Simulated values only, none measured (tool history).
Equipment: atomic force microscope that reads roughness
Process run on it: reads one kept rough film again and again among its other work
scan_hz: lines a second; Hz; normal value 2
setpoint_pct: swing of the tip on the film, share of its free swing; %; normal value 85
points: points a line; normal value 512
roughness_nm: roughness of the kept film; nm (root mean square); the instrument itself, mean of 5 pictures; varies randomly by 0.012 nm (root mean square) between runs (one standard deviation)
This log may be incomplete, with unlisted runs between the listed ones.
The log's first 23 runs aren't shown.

run,hour,scan_hz,setpoint_pct,points,pictures with this tip,hours of work since the height scale was calibrated,roughness_nm
# hour 245.4: new tip fitted
24,256.1,2,65,344,13,127,3.306
25,262.3,2.51,85,712,20,129,2.692
26,273.3,1.42,89,662,33,134,2.949
27,282.2,1.42,89,662,44,138,2.93
28,296.5,2,69,271,61,144,3.205
29,310.3,3.94,85,512,77,150,2.346
30,323.9,1.01,57,399,93,156,3.538
31,334.2,1.01,57,399,106,161,3.54
32,347,1.01,57,399,121,166,3.527
33,358.6,2,83,512,135,171,2.878

5 options for the next run, each taken on its own from the tool as it stands now. Forecast them:
A,370.9,0.56,65,512,149,177,?
B,370.9,0.69,85,512,149,177,?
C,370.9,2.27,83,450,149,177,?
D,370.9,2.86,85,512,149,177,?
E,370.9,3.12,61,577,149,177,?

run,roughness_nm
A,3.543
B,3.312
C,2.815
D,2.575
E,3.265
What these runs would have given with no unlogged condition in the tool:
run,roughness_nm
A,3.556
B,3.324
C,2.825
D,2.584
E,3.276

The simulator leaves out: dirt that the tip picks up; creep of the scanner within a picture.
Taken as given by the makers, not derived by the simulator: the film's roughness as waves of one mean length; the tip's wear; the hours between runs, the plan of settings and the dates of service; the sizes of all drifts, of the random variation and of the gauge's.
